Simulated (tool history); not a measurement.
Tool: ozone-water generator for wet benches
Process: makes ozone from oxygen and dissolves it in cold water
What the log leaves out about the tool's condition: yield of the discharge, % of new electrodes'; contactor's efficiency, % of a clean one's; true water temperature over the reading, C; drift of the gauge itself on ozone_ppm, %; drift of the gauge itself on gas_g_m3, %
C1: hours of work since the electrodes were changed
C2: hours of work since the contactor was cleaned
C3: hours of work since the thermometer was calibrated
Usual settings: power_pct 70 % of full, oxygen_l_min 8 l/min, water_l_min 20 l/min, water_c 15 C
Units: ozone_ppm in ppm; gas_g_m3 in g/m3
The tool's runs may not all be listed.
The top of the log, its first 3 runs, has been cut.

{"hour": 288.8, "done": "contactor cleaned"}
{"run": 4, "hour": 288.8, "power_pct": 91, "oxygen_l_min": 8, "water_l_min": 20, "water_c": 15, "C1": 3003, "C2": 0, "C3": 2657, "ozone_ppm": 34.2, "gas_g_m3": 284}
{"run": 5, "hour": 394.4, "power_pct": 70, "oxygen_l_min": 9.56, "water_l_min": 20, "water_c": 15, "C1": 3106, "C2": 103, "C3": 2760, "ozone_ppm": 28.1, "gas_g_m3": 219}
{"run": 6, "hour": 517.7, "power_pct": 70, "oxygen_l_min": 9.56, "water_l_min": 20, "water_c": 15, "C1": 3227, "C2": 224, "C3": 2881, "ozone_ppm": 27.9, "gas_g_m3": 216.9}
{"run": 7, "hour": 635.3, "power_pct": 70, "oxygen_l_min": 5.5, "water_l_min": 20, "water_c": 15, "C1": 3342, "C2": 339, "C3": 2996, "ozone_ppm": 27.7, "gas_g_m3": 282.9}
{"run": 8, "hour": 703.0, "power_pct": 70, "oxygen_l_min": 5.5, "water_l_min": 20, "water_c": 15, "C1": 3408, "C2": 406, "C3": 3062, "ozone_ppm": 27.5, "gas_g_m3": 280.9}
{"run": 9, "hour": 824.2, "power_pct": 77, "oxygen_l_min": 5.5, "water_l_min": 20, "water_c": 15, "C1": 3527, "C2": 524, "C3": 3181, "ozone_ppm": 29.7, "gas_g_m3": 304.3}
{"run": 10, "hour": 911.4, "power_pct": 70, "oxygen_l_min": 8, "water_l_min": 20, "water_c": 15, "C1": 3612, "C2": 610, "C3": 3266, "ozone_ppm": 27.5, "gas_g_m3": 236.5}
{"run": 11, "hour": 1000.1, "power_pct": 70, "oxygen_l_min": 9.64, "water_l_min": 20, "water_c": 15, "C1": 3699, "C2": 697, "C3": 3353, "ozone_ppm": 27.4, "gas_g_m3": 211}
{"hour": 1010.4, "done": "water thermometer calibrated"}
{"run": 12, "hour": 1106.2, "power_pct": 70, "oxygen_l_min": 8, "water_l_min": 17, "water_c": 15, "C1": 3803, "C2": 800, "C3": 94, "ozone_ppm": 30.6, "gas_g_m3": 235.2}
{"run": 13, "hour": 1184.6, "power_pct": 70, "oxygen_l_min": 8, "water_l_min": 20, "water_c": 15, "C1": 3879, "C2": 877, "C3": 171, "ozone_ppm": 27, "gas_g_m3": 232.2}
{"run": 14, "hour": 1275.2, "power_pct": 70, "oxygen_l_min": 8, "water_l_min": 20, "water_c": 15, "C1": 3968, "C2": 965, "C3": 259, "ozone_ppm": 27, "gas_g_m3": 229.3}
{"run": 15, "hour": 1334.0, "power_pct": 70, "oxygen_l_min": 8, "water_l_min": 18, "water_c": 15, "C1": 4026, "C2": 1023, "C3": 317, "ozone_ppm": 29.6, "gas_g_m3": 233.1}
{"run": 16, "hour": 1456.7, "power_pct": 70, "oxygen_l_min": 8, "water_l_min": 21, "water_c": 15, "C1": 4146, "C2": 1143, "C3": 437, "ozone_ppm": 25.9, "gas_g_m3": 233.7}
{"run": 17, "hour": 1543.6, "power_pct": 45, "oxygen_l_min": 8, "water_l_min": 23, "water_c": 15, "C1": 4231, "C2": 1228, "C3": 522, "ozone_ppm": 17.9, "gas_g_m3": 169.2}
{"run": 18, "hour": 1636.3, "power_pct": 48, "oxygen_l_min": 7.26, "water_l_min": 18, "water_c": 16, "C1": 4322, "C2": 1319, "C3": 613, "ozone_ppm": 21.8, "gas_g_m3": 186.5}
{"hour": 1659.5, "done": "water thermometer calibrated, once more"}
{"run": 19, "hour": 1708.2, "power_pct": 70, "oxygen_l_min": 4.74, "water_l_min": 16, "water_c": 14, "C1": 4392, "C2": 1389, "C3": 48, "ozone_ppm": 32, "gas_g_m3": 294.1}
{"run": 20, "hour": 1824.9, "power_pct": 77, "oxygen_l_min": 4.74, "water_l_min": 16, "water_c": 14, "C1": 4506, "C2": 1503, "C3": 162, "ozone_ppm": 34.2, "gas_g_m3": 313.3}
{"run": 21, "hour": 1886.2, "power_pct": 77, "oxygen_l_min": 4.74, "water_l_min": 16, "water_c": 14, "C1": 4566, "C2": 1563, "C3": 222, "ozone_ppm": 33.6, "gas_g_m3": 312.3}
{"run": 22, "hour": 1962.1, "power_pct": 70, "oxygen_l_min": 8, "water_l_min": 17, "water_c": 15, "C1": 4640, "C2": 1638, "C3": 296, "ozone_ppm": 29.7, "gas_g_m3": 228.4}

The next listed run, before its measurement:
{"run": 23, "hour": 2061.4, "power_pct": 42, "oxygen_l_min": 8.15, "water_l_min": 20, "water_c": 19, "C1": 4737, "C2": 1735, "C3": 393, "ozone_ppm": "?", "gas_g_m3": "?"}

ozone_ppm: 17.2 ppm
gas_g_m3: 160.1 g/m3
On a tool with no hidden condition, and with the same random variation, this run would have come out at ozone_ppm 19.7 ppm, gas_g_m3 173.6 g/m3.
